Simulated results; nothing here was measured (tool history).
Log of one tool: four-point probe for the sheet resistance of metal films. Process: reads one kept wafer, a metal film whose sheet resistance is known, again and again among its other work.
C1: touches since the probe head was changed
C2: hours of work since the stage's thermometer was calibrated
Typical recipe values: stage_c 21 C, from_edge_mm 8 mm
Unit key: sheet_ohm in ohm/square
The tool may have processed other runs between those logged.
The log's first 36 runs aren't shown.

{"run": 37, "hour": 464.2, "stage_c": 25, "from_edge_mm": 47, "C1": 14498, "C2": 707, "sheet_ohm": 0.240496}
{"run": 38, "hour": 475.1, "stage_c": 25, "from_edge_mm": 47, "C1": 14725, "C2": 714, "sheet_ohm": 0.240439}
{"run": 39, "hour": 482.9, "stage_c": 25, "from_edge_mm": 47, "C1": 14888, "C2": 719, "sheet_ohm": 0.240483}
{"run": 40, "hour": 492.6, "stage_c": 25, "from_edge_mm": 47, "C1": 15090, "C2": 725, "sheet_ohm": 0.240557}
{"run": 41, "hour": 504.9, "stage_c": 22, "from_edge_mm": 5, "C1": 15347, "C2": 732, "sheet_ohm": 0.2486}
{"run": 42, "hour": 513.8, "stage_c": 22, "from_edge_mm": 5, "C1": 15531, "C2": 738, "sheet_ohm": 0.248692}
{"run": 43, "hour": 527.2, "stage_c": 22, "from_edge_mm": 5, "C1": 15810, "C2": 746, "sheet_ohm": 0.24851}
{"run": 44, "hour": 536.4, "stage_c": 22, "from_edge_mm": 5, "C1": 16003, "C2": 752, "sheet_ohm": 0.248589}

What if the next run were any one of these 4? Each begins from the tool's condition after run 44:
{"run": "A", "hour": 549.2, "stage_c": 32, "from_edge_mm": 42, "C1": 16269, "C2": 760, "sheet_ohm": "?"}
{"run": "B", "hour": 549.2, "stage_c": 22, "from_edge_mm": 8, "C1": 16269, "C2": 760, "sheet_ohm": "?"}
{"run": "C", "hour": 549.2, "stage_c": 22, "from_edge_mm": 30, "C1": 16269, "C2": 760, "sheet_ohm": "?"}
{"run": "D", "hour": 549.2, "stage_c": 21, "from_edge_mm": 9, "C1": 16269, "C2": 760, "sheet_ohm": "?"}

run=A sheet_ohm=0.240419
run=B sheet_ohm=0.243707
run=C sheet_ohm=0.240767
run=D sheet_ohm=0.243047
Had the tool no hidden state, the same runs would have come out as:
run=A sheet_ohm=0.240425
run=B sheet_ohm=0.243713
run=C sheet_ohm=0.240773
run=D sheet_ohm=0.243053

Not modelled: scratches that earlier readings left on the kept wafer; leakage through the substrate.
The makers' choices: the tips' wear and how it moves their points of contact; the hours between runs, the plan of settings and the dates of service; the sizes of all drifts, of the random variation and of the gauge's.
